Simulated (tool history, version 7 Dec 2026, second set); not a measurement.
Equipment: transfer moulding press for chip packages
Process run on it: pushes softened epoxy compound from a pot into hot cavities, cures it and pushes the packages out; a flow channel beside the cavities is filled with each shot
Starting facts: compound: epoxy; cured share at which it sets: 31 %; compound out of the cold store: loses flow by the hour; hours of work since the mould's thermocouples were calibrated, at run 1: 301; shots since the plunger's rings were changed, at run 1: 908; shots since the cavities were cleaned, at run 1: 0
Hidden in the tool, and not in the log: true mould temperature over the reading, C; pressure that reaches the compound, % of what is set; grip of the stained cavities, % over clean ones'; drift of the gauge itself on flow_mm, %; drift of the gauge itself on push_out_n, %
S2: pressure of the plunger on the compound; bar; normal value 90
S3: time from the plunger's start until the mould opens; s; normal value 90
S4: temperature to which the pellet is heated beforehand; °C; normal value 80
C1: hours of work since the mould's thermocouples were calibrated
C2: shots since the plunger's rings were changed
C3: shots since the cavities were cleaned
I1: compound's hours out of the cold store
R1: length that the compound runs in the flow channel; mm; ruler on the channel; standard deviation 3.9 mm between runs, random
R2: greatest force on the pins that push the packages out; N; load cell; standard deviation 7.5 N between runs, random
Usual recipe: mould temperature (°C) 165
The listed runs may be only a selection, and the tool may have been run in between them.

run 1 hour=0 | mould_temperature_(°C)=165 S2=90 S3=90 S4=80 | C1=301 C2=908 C3=0 | I1=36.7 | R1=751 R2=308
run 2 hour=17.2 | mould_temperature_(°C)=165 S2=90 S3=90 S4=80 | C1=314 C2=1140 C3=232 | I1=19.4 | R1=841 R2=413
run 3 hour=42.2 | mould_temperature_(°C)=165 S2=90 S3=90 S4=80 | C1=333 C2=1478 C3=570 | I1=44.3 | R1=710 R2=444
run 4 hour=81.2 | mould_temperature_(°C)=165 S2=90 S3=90 S4=80 | C1=363 C2=2005 C3=1097 | I1=26.2 | R1=789 R2=510
-- hour=85.2 cavities cleaned with cleaning compound and waxed
run 5 hour=103.8 | mould_temperature_(°C)=165 S2=85.3 S3=90 S4=80 | C1=379 C2=2290 C3=250 | I1=43.2 | R1=686 R2=549
run 6 hour=142.1 | mould_temperature_(°C)=165 S2=85.3 S3=90 S4=80 | C1=408 C2=2809 C3=769 | I1=14.6 | R1=835 R2=555
-- hour=171.2 cavities cleaned with cleaning compound and waxed
run 7 hour=180.6 | mould_temperature_(°C)=165 S2=84.3 S3=90 S4=80 | C1=437 C2=3308 C3=126 | I1=43.2 | R1=672 R2=338
run 8 hour=214.7 | mould_temperature_(°C)=165 S2=84.3 S3=90 S4=80 | C1=463 C2=3770 C3=588 | I1=25.1 | R1=766 R2=461
run 9 hour=249 | mould_temperature_(°C)=165 S2=84.3 S3=90 S4=80 | C1=489 C2=4233 C3=1051 | I1=16.9 | R1=803 R2=515
-- hour=252.7 cavities cleaned with cleaning compound and waxed, once more
-- hour=275.6 plunger's sealing rings changed
run 10 hour=281.3 | mould_temperature_(°C)=165 S2=84.3 S3=90 S4=80 | C1=511 C2=76 C3=353 | I1=43.8 | R1=696 R2=413
run 11 hour=306.5 | mould_temperature_(°C)=165 S2=90 S3=90 S4=80 | C1=530 C2=417 C3=694 | I1=8.3 | R1=922 R2=507
-- hour=316.3 mould's thermocouples calibrated
run 12 hour=328.8 | mould_temperature_(°C)=165 S2=90 S3=98 S4=80 | C1=10 C2=692 C3=969 | I1=20.7 | R1=838 R2=440
-- hour=341.2 cavities cleaned with cleaning compound and waxed
run 13 hour=355.9 | mould_temperature_(°C)=165 S2=90 S3=90 S4=80 | C1=29 C2=1038 C3=199 | I1=32.9 | R1=766 R2=359
run 14 hour=392.3 | mould_temperature_(°C)=165 S2=90 S3=90 S4=80 | C1=57 C2=1530 C3=691 | I1=46 | R1=693 R2=448
run 15 hour=421.6 | mould_temperature_(°C)=165 S2=105.9 S3=90 S4=83 | C1=79 C2=1926 C3=1087 | I1=17.9 | R1=916 R2=521
-- hour=425 cavities cleaned with cleaning compound and waxed
run 16 hour=453.1 | mould_temperature_(°C)=162 S2=106 S3=97 S4=86 | C1=102 C2=2331 C3=379 | I1=40.4 | R1=783 R2=416
run 17 hour=482 | mould_temperature_(°C)=162 S2=86 S3=97 S4=83 | C1=125 C2=2722 C3=770 | I1=16.8 | R1=834 R2=494
-- hour=508.8 cavities cleaned with cleaning compound and waxed
run 18 hour=513.6 | mould_temperature_(°C)=165 S2=90 S3=85 S4=78 | C1=148 C2=3130 C3=65 | I1=36.7 | R1=737 R2=366
run 19 hour=549.1 | mould_temperature_(°C)=165 S2=81.9 S3=85 S4=85 | C1=175 C2=3610 C3=545 | I1=31.1 | R1=709 R2=471
run 20 hour=577.2 | mould_temperature_(°C)=172 S2=85.9 S3=90 S4=82 | C1=196 C2=3990 C3=925 | I1=47.7 | R1=644 R2=425
-- hour=594.4 cavities cleaned with cleaning compound and waxed
run 21 hour=614.8 | mould_temperature_(°C)=169 S2=81.5 S3=90 S4=80 | C1=224 C2=4477 C3=275 | I1=10.9 | R1=813 R2=373
-- hour=623.4 plunger's sealing rings changed
run 22 hour=650.9 | mould_temperature_(°C)=169 S2=81.5 S3=90 S4=80 | C1=250 C2=372 C3=730 | I1=40.3 | R1=689 R2=414
-- hour=682 cavities cleaned with cleaning compound and waxed
run 23 hour=685.3 | mould_temperature_(°C)=165 S2=96.1 S3=90 S4=73 | C1=275 C2=817 C3=45 | I1=40.2 | R1=757 R2=323
run 24 hour=708.2 | mould_temperature_(°C)=162 S2=84.4 S3=88 S4=73 | C1=292 C2=1127 C3=355 | I1=32.9 | R1=755 R2=485
run 25 hour=739.9 | mould_temperature_(°C)=162 S2=84.4 S3=88 S4=73 | C1=317 C2=1555 C3=783 | I1=36.8 | R1=730 R2=569
run 26 hour=762 | mould_temperature_(°C)=162 S2=84.4 S3=88 S4=82 | C1=334 C2=1854 C3=1082 | I1=23.3 | R1=803 R2=594
-- hour=766.5 cavities cleaned with cleaning compound and waxed
run 27 hour=801.4 | mould_temperature_(°C)=159 S2=93.1 S3=105 S4=87 | C1=363 C2=2366 C3=472 | I1=25.2 | R1=824 R2=464

Here are 5 independent what-if runs from the current tool condition. What would each one return?
run A hour=820.7 | mould_temperature_(°C)=169 S2=101.8 S3=105 S4=80 | C1=377 C2=2627 C3=733 | I1=38.8 | R1=? R2=?
run B hour=820.7 | mould_temperature_(°C)=159 S2=79 S3=72 S4=87 | C1=377 C2=2627 C3=733 | I1=24.5 | R1=? R2=?
run C hour=820.7 | mould_temperature_(°C)=162 S2=93.1 S3=82 S4=78 | C1=377 C2=2627 C3=733 | I1=44.4 | R1=? R2=?
run D hour=820.7 | mould_temperature_(°C)=160 S2=84 S3=95 S4=80 | C1=377 C2=2627 C3=733 | I1=16.5 | R1=? R2=?
run E hour=820.7 | mould_temperature_(°C)=165 S2=93.4 S3=126 S4=80 | C1=377 C2=2627 C3=733 | I1=14.3 | R1=? R2=?

run=A R1=756 R2=402
run=B R1=769 R2=1072
run=C R1=721 R2=624
run=D R1=840 R2=577
run=E R1=883 R2=403
With no hidden state in the tool, these same runs would have given:
run=A R1=774 R2=268
run=B R1=787 R2=695
run=C R1=738 R2=405
run=D R1=859 R2=376
run=E R1=904 R2=270
